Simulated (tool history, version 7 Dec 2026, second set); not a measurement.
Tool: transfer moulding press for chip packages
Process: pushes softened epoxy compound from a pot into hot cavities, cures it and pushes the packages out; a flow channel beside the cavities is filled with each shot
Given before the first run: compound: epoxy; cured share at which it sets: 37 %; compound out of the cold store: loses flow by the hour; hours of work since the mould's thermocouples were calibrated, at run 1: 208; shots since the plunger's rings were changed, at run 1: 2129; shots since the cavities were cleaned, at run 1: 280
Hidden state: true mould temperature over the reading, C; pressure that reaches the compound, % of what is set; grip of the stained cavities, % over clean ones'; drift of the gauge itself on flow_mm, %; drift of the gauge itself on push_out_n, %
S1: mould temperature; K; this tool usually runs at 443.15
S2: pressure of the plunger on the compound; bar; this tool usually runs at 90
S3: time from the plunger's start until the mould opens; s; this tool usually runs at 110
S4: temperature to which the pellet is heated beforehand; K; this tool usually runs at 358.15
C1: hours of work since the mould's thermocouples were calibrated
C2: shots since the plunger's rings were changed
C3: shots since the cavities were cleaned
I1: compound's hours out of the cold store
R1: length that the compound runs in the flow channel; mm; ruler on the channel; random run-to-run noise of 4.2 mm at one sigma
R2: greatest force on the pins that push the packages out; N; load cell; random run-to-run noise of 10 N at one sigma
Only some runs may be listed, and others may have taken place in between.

run 1 hour=0 | S1=443.15 S2=90 S3=110 S4=358.15 | C1=208 C2=2129 C3=280 | I1=32.9 | R1=923 R2=636
-- hour=12.4 cavities cleaned with cleaning compound and waxed
run 2 hour=16.8 | S1=443.15 S2=90 S3=110 S4=358.15 | C1=218 C2=2315 C3=53 | I1=21.8 | R1=972 R2=540
run 3 hour=27.8 | S1=443.15 S2=92.3 S3=110 S4=358.15 | C1=226 C2=2451 C3=189 | I1=30.9 | R1=933 R2=606
run 4 hour=45.5 | S1=443.15 S2=92.3 S3=110 S4=358.15 | C1=238 C2=2667 C3=405 | I1=47.5 | R1=875 R2=680
-- hour=48.2 cavities cleaned with cleaning compound and waxed
run 5 hour=65.2 | S1=447.15 S2=90 S3=110 S4=358.15 | C1=251 C2=2889 C3=207 | I1=35.4 | R1=887 R2=524
-- hour=83.8 cavities cleaned with cleaning compound and waxed
run 6 hour=86.5 | S1=443.15 S2=90 S3=110 S4=358.15 | C1=265 C2=3132 C3=33 | I1=10.7 | R1=1021 R2=535
run 7 hour=109 | S1=443.15 S2=83.7 S3=110 S4=358.15 | C1=281 C2=3407 C3=308 | I1=28 | R1=901 R2=659
-- hour=119.1 cavities cleaned with cleaning compound and waxed
-- hour=128.4 plunger's sealing rings changed
run 8 hour=135.2 | S1=443.15 S2=83.7 S3=110 S4=358.15 | C1=296 C2=83 C3=166 | I1=44.7 | R1=862 R2=601
run 9 hour=154.7 | S1=443.15 S2=83.7 S3=110 S4=358.15 | C1=310 C2=322 C3=405 | I1=20.9 | R1=965 R2=684
-- hour=157.8 cavities cleaned with cleaning compound and waxed
run 10 hour=176.1 | S1=443.15 S2=83.7 S3=110 S4=358.15 | C1=324 C2=565 C3=224 | I1=11 | R1=1007 R2=659
-- hour=193.3 cavities cleaned with cleaning compound and waxed
run 11 hour=193.8 | S1=446.15 S2=90 S3=110 S4=358.15 | C1=335 C2=763 C3=5 | I1=9.2 | R1=1031 R2=447
run 12 hour=214.1 | S1=439.15 S2=90 S3=112 S4=350.15 | C1=349 C2=1012 C3=254 | I1=20.1 | R1=1016 R2=874
run 13 hour=224 | S1=443.15 S2=90 S3=110 S4=358.15 | C1=356 C2=1133 C3=375 | I1=37.2 | R1=914 R2=662
-- hour=228.8 cavities cleaned with cleaning compound and waxed
run 14 hour=238.8 | S1=437.15 S2=85 S3=116 S4=354.15 | C1=365 C2=1296 C3=123 | I1=38.2 | R1=928 R2=755
run 15 hour=256.1 | S1=437.15 S2=82.3 S3=134 S4=358.15 | C1=377 C2=1508 C3=335 | I1=46 | R1=868 R2=693
-- hour=264.1 cavities cleaned with cleaning compound and waxed
run 16 hour=278.6 | S1=437.15 S2=82.3 S3=134 S4=358.15 | C1=392 C2=1765 C3=177 | I1=13.9 | R1=1016 R2=676

Predict each of these 5 candidate next runs independently; none follows another, all start after run 16:
run A hour=289.3 | S1=445.15 S2=73.8 S3=95 S4=358.15 | C1=400 C2=1896 C3=308 | I1=21.9 | R1=? R2=?
run B hour=289.3 | S1=443.15 S2=81.3 S3=110 S4=350.15 | C1=400 C2=1896 C3=308 | I1=18.5 | R1=? R2=?
run C hour=289.3 | S1=438.15 S2=68.9 S3=134 S4=353.15 | C1=400 C2=1896 C3=308 | I1=43.8 | R1=? R2=?
run D hour=289.3 | S1=437.15 S2=82.3 S3=134 S4=354.15 | C1=400 C2=1896 C3=308 | I1=34.1 | R1=? R2=?
run E hour=289.3 | S1=443.15 S2=78.7 S3=110 S4=358.15 | C1=400 C2=1896 C3=308 | I1=37.2 | R1=? R2=?

run=A R1=875 R2=748
run=B R1=937 R2=703
run=C R1=802 R2=644
run=D R1=917 R2=694
run=E R1=856 R2=654
With the hidden condition removed and each run's random variation left untouched, the same runs would have given:
run=A R1=891 R2=540
run=B R1=954 R2=509
run=C R1=817 R2=468
run=D R1=933 R2=500
run=E R1=871 R2=473
